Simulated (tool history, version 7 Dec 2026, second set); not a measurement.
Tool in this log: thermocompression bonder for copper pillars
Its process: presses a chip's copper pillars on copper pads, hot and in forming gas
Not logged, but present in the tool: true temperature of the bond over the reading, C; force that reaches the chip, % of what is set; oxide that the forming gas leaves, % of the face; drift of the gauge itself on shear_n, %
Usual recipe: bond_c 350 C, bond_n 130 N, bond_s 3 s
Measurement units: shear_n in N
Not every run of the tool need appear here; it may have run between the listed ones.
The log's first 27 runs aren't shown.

| run | hour | bond_c | bond_n | bond_s | hours of work since the heater was calibrated | hours of work since the force cell was calibrated | hours of work since the gas filter was changed | shear_n |
|---|---|---|---|---|---|---|---|---|
|  | 442.5 | force cell calibrated |
| 28 | 464.5 | 368 | 91 | 4 | 111 | 14 | 128 | 91.6 |
|  | 480.8 | force cell calibrated, once more |
| 29 | 481.9 | 350 | 130 | 3 | 121 | 1 | 138 | 94.2 |
| 30 | 499.9 | 350 | 112 | 5 | 132 | 12 | 149 | 97.1 |
|  | 513.0 | forming gas filter changed |
| 31 | 519.8 | 370 | 98 | 2 | 144 | 24 | 4 | 91.1 |
| 32 | 529.5 | 334 | 98 | 2 | 150 | 30 | 10 | 60.4 |
| 33 | 544.8 | 334 | 98 | 2 | 160 | 40 | 20 | 62.7 |
| 34 | 556.5 | 350 | 92 | 3 | 167 | 47 | 27 | 80.2 |
| 35 | 579.4 | 359 | 109 | 3 | 182 | 61 | 41 | 99.4 |
| 36 | 595.0 | 359 | 109 | 3 | 191 | 71 | 51 | 98.3 |
| 37 | 613.2 | 348 | 130 | 2 | 203 | 82 | 62 | 88.4 |
| 38 | 626.3 | 353 | 87 | 4 | 211 | 90 | 71 | 86.7 |
| 39 | 643.1 | 345 | 87 | 6 | 221 | 101 | 81 | 88.1 |
| 40 | 653.2 | 345 | 87 | 6 | 228 | 107 | 87 | 88.3 |
| 41 | 675.8 | 345 | 87 | 6 | 242 | 121 | 101 | 87.8 |

Here are 3 independent what-if runs from the current tool condition. What would each one return?
| A | 694.6 | 350 | 95 | 3 | 253 | 133 | 113 | ? |
| B | 694.6 | 345 | 100 | 6 | 253 | 133 | 113 | ? |
| C | 694.6 | 345 | 100 | 6 | 253 | 133 | 113 | ? |

| run | shear_n |
|---|---|
| A | 79.1 |
| B | 96.7 |
| C | 96.3 |
Take away the tool's hidden state, keep each run's random variation, and the runs would have read:
| run | shear_n |
|---|---|
| A | 84.5 |
| B | 103.5 |
| C | 103.1 |
